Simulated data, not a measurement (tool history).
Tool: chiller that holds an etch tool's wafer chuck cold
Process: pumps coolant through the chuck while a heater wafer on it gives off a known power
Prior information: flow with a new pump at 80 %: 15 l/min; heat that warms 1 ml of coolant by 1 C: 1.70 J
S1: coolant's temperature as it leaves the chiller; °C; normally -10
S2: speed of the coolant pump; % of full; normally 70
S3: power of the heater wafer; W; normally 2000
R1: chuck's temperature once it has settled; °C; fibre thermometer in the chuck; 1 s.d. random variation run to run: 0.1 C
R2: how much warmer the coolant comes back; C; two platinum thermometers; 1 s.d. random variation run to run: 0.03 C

run	hour	S1	S2	S3	R1	R2
1	0	-10	70	2000	4.8	5.4
2	95.4	-10	70	2000	4.7	5.48
3	144.1	-10	70	2000	4.7	5.42
4	202.1	-10	70	2000	4.6	5.47
5	256.8	-10	70	2000	4.7	5.49
6	325.7	-10	70	2000	4.7	5.54
7	423	-10	70	2000	4.4	5.56
8	526.6	-10	70	2000	4.6	5.5
9	598.4	-10	70	2000	4.5	5.49
10	691.1	-9	70	2000	5.7	5.51
11	752.4	-9	97	2891	7.1	5.71
12	811.6	-3	97	1941	7.8	3.85
13	885.9	-10	73	2793	9.9	7.38
14	930.6	-2	70	2000	12.6	5.59
15	985.6	-2	70	2000	12.5	5.6
16	1067.4	-2	70	2000	12.7	5.6
17	1160.9	-2	70	2000	12.6	5.65

Run by run, hidden condition taken away, random variation retained:
The tool's hidden condition here consists of: heat passed by the chuck's channels, % of clean ones'; flow at a given pump speed, % of a new pump's; coolant's true temperature over the reading, C; drift of the gauge itself on chuck_c, C; drift of the gauge itself on warmer_back_c, C.
run	R2
1	5.39
2	5.46
3	5.39
4	5.43
5	5.45
6	5.48
7	5.48
8	5.41
9	5.38
10	5.4
11	5.58
12	3.71
13	7.23
14	5.44
15	5.43
16	5.42
17	5.45
R1: at most 0.1 °C away from the measurement, every run.
